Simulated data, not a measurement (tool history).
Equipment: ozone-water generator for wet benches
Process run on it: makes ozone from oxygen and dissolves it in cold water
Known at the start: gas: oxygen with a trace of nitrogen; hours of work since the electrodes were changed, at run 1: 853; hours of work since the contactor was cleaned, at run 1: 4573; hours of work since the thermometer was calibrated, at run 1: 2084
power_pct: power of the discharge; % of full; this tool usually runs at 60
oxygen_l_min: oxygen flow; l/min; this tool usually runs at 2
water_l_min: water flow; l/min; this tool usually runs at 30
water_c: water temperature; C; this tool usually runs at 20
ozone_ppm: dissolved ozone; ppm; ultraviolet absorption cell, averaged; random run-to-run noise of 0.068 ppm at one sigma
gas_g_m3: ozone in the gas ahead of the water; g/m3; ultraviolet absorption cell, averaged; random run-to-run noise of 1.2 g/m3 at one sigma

run	day	power_pct	oxygen_l_min	water_l_min	water_c	hours of work since the electrodes were changed	hours of work since the contactor was cleaned	hours of work since the thermometer was calibrated	ozone_ppm	gas_g_m3
1	0	60	2	30	20	853	4573	2084	7.5	214.9
2	3.225	60	2	30	19	924	4644	2155	7.48	214.3
3	6.362	60	2	30	27	993	4714	2224	7.16	216.6
4	10.542	60	2	30	23	1085	4806	2316	7.29	214.6
5	14.554	60	2	30	23	1174	4894	2405	7.33	217.5
6	17.983	60	2	30	23	1249	4970	2480	7.31	215.9
7	22.779	60	2	30	23	1355	5075	2586	7.28	215.7
8	27.892	60	2	30	20	1468	5188	2699	7.53	216
9	31.15	60	2	30	24	1539	5260	2770	7.32	218.6
10	35.508	60	2	30	24	1635	5356	2866	7.23	216.4
# day 38.188: water thermometer calibrated
11	39.733	60	3.56	30	20	1728	5448	34	7.82	144.5
12	43.779	60	3.56	30	20	1817	5537	123	7.82	145.3
13	46.892	60	3.56	30	20	1886	5606	192	7.9	146
14	50.433	60	3.56	30	20	1964	5684	270	7.72	145
15	52.742	60	2	30	20	2014	5735	321	7.45	217.8
16	56.533	60	2	30	20	2098	5818	404	7.37	217.5
17	61.604	60	2	21	20	2210	5930	516	10.92	217.1
18	65.071	60	2	21	20	2286	6006	592	10.86	218.2
19	68.071	82	2.24	21	13	2352	6072	658	14.28	246.9
20	70.192	82	2.24	21	13	2399	6119	705	14.25	249.3
21	73.183	47	3.11	30	13	2465	6185	771	7.06	137.2
22	76.375	55	2	30	24	2535	6255	841	6.79	208.1
# day 77.358: contactor cleaned
23	79.821	55	2	30	24	2607	54	913	6.86	205.8
24	84.658	55	2	30	24	2714	161	1020	6.96	206.4
25	87.929	81	2	30	20	2786	233	1092	8.94	267.6
26	91.029	41	2	30	20	2854	301	1160	5.84	171.1
27	94.5	60	1.06	43	20	2931	378	1237	4.26	340.9
28	97.121	59	2	30	17	2988	435	1295	7.47	218
29	101.896	60	3.16	30	16	3094	541	1400	7.95	159.9
30	104.496	44	2	30	17	3151	598	1457	6.18	179
31	107.812	60	2.61	30	12	3224	671	1530	8.13	182.9
32	111.317	60	2.61	30	12	3301	748	1607	8.08	183.5
33	115.462	60	1.07	24	14	3392	839	1699	8.81	338.5
34	118.204	60	2.56	32	16	3453	900	1759	7.47	187.9

Consider 3 possible next runs. They are alternatives, not a sequence: every one starts from the tool as it was left by run 34. What does each give?
A	121.992	83	2.56	32	16	3536	983	1842	?	?
B	121.992	60	2.2	32	16	3536	983	1842	?	?
C	121.992	60	2.21	40	20	3536	983	1842	?	?

run	ozone_ppm	gas_g_m3
A	9.03	229.7
B	7.15	208.1
C	5.45	207.6
Take away the tool's hidden state, keep each run's random variation, and the runs would have read:
run	ozone_ppm	gas_g_m3
A	9.04	224
B	7.15	202.9
C	5.45	202.4

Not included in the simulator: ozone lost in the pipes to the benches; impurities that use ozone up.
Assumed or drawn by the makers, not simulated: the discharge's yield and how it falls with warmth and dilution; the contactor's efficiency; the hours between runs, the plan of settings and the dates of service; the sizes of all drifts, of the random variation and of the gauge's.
